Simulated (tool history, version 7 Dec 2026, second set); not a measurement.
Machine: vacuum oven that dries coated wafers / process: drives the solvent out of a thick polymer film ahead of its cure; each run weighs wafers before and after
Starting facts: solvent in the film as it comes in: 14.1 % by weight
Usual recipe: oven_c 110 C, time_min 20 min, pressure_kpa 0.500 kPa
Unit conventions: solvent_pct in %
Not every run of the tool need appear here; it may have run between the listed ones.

run	hour	oven_c	time_min	pressure_kpa	solvent_pct
1	0.0	110	20	0.500	1.07
2	21.8	110	20	0.500	1.09
3	47.9	110	20	0.500	1.02
4	87.7	110	20	0.500	1.08
5	124.1	110	20	0.500	1.14
6	152.1	110	20	0.500	1.11
7	181.8	110	20	0.500	1.11
8	204.6	110	20	0.500	1.06
9	223.3	110	20	0.500	1.16
10	243.3	117	20	0.500	0.53
# hour 267.0: oven's thermocouples calibrated
11	285.2	110	20	0.500	1.55
12	320.9	110	20	0.418	1.48
13	358.9	110	20	0.418	1.55
14	379.5	110	20	1.688	2.36
15	404.9	110	20	1.688	2.37
16	426.5	110	20	1.688	2.35
17	467.6	110	20	1.688	2.28
18	486.7	110	14	0.383	2.56
19	510.2	108	21	0.367	1.68
20	552.0	116	26	0.828	0.75
21	570.8	116	26	0.828	0.68
22	599.3	116	19	0.500	0.92
23	625.1	116	19	0.500	0.87
24	665.7	116	14	1.648	2.03
25	686.2	95	19	1.524	6.23
26	705.7	95	19	1.524	6.17
27	747.2	110	33	1.827	1.64
28	786.1	112	17	1.018	1.91
29	804.8	121	11	0.718	1.40
30	846.3	112	23	0.500	0.98

Hidden state or all else? Some run-to-run changes of solvent_pct, split into what the settings, what came in and random variation would give without the hidden state, and what is left for the hidden state (with any gauge scatter that isn't in both results):
What the log doesn't record here: true wafer temperature over the reading, C; true pressure over the reading, kPa; drift of the gauge itself on solvent_pct, %.
Run 9 -> 10: oven_c 110 -> 117. solvent_pct -0.63 %: hidden state +0.26, all else -0.89.
Run 10 -> 11: oven_c 117 -> 110, oven's thermocouples calibrated. solvent_pct +1.02 %: hidden state +0.21, all else +0.81.
Run 23 -> 24: time_min 19 -> 14, pressure_kpa 0.500 -> 1.648. solvent_pct +1.16 %: hidden state -0.04, all else +1.20.
Run 24 -> 25: oven_c 116 -> 95, time_min 14 -> 19, pressure_kpa 1.648 -> 1.524. solvent_pct +4.20 %: hidden state -0.01, all else +4.21.
Run 26 -> 27: oven_c 95 -> 110, time_min 19 -> 33, pressure_kpa 1.524 -> 1.827. solvent_pct -4.53 %: hidden state +0.08, all else -4.61.
